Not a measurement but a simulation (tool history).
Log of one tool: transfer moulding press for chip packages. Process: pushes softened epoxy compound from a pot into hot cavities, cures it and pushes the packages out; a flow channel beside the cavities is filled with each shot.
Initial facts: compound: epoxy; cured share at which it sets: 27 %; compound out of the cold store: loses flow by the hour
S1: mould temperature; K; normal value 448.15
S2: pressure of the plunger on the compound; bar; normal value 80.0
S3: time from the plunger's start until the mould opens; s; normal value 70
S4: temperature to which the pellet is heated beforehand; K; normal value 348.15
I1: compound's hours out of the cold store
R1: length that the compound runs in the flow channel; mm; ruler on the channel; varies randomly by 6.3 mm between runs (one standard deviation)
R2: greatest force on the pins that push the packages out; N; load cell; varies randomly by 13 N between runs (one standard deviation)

run,hour,S1,S2,S3,S4,I1,R1,R2
1,0.0,448.15,80.0,70,348.15,33.3,686,596
# hour 15.8: plunger's sealing rings changed
2,21.7,448.15,80.0,70,348.15,43.3,667,570
# hour 33.6: cavities cleaned with cleaning compound and waxed
3,39.2,448.15,80.0,70,339.15,20.5,721,630
4,56.7,448.15,80.0,70,339.15,23.8,708,612
# hour 65.3: cavities cleaned with cleaning compound and waxed
5,70.0,448.15,80.0,59,348.15,46.5,655,842
6,81.4,448.15,80.0,70,348.15,10.2,740,669
# hour 96.8: cavities cleaned with cleaning compound and waxed
7,103.6,448.15,80.0,70,348.15,44.1,638,582
8,120.5,448.15,80.0,70,348.15,13.0,732,626
# hour 128.7: cavities cleaned with cleaning compound and waxed
9,135.3,448.15,80.0,70,348.15,9.2,743,617
10,151.8,448.15,80.0,70,348.15,20.9,718,606
# hour 159.9: cavities cleaned with cleaning compound and waxed
11,168.6,448.15,80.0,70,348.15,24.8,692,585
12,182.1,448.15,80.0,70,348.15,16.4,726,617
# hour 191.3: cavities cleaned with cleaning compound and waxed
# hour 198.4: mould's thermocouples calibrated
13,202.6,448.15,80.0,70,348.15,39.4,675,588
14,222.1,448.15,80.0,70,348.15,43.6,657,610
# hour 225.3: cavities cleaned with cleaning compound and waxed
15,238.0,448.15,80.0,70,348.15,32.2,687,588
16,253.7,448.15,80.0,89,350.15,20.5,717,458
# hour 257.1: cavities cleaned with cleaning compound and waxed
17,278.4,448.15,80.0,89,350.15,30.9,688,450
# hour 288.3: cavities cleaned with cleaning compound and waxed
18,302.0,448.15,80.0,70,348.15,29.9,684,612
# hour 319.5: cavities cleaned with cleaning compound and waxed
19,319.5,450.15,83.9,70,348.15,18.6,732,548
20,339.4,449.15,98.7,104,352.15,14.2,804,454
# hour 350.8: cavities cleaned with cleaning compound and waxed
21,362.5,450.15,98.7,81,352.15,37.2,747,438
22,372.7,454.15,99.7,70,348.15,15.5,798,498
# hour 381.8: cavities cleaned with cleaning compound and waxed
23,397.0,448.15,80.0,73,348.15,33.4,692,543
# hour 413.9: cavities cleaned with cleaning compound and waxed
24,413.9,448.15,80.0,73,348.15,34.5,671,541
25,436.7,443.15,80.0,58,348.15,47.0,660,1232
# hour 445.9: cavities cleaned with cleaning compound and waxed
26,448.2,443.15,80.0,58,348.15,38.8,680,1298

Alternative continuations, all from the tool just after run 26; predict every row:
A,465.0,448.15,80.0,70,348.15,40.3,?,?
B,465.0,445.15,71.7,88,348.15,30.7,?,?
C,465.0,443.15,67.6,71,348.15,37.6,?,?

run,R1,R2
A,663,597
B,660,498
C,624,804
With no hidden state in the tool, these same runs would have given:
run,R1,R2
A,667,590
B,664,492
C,628,794

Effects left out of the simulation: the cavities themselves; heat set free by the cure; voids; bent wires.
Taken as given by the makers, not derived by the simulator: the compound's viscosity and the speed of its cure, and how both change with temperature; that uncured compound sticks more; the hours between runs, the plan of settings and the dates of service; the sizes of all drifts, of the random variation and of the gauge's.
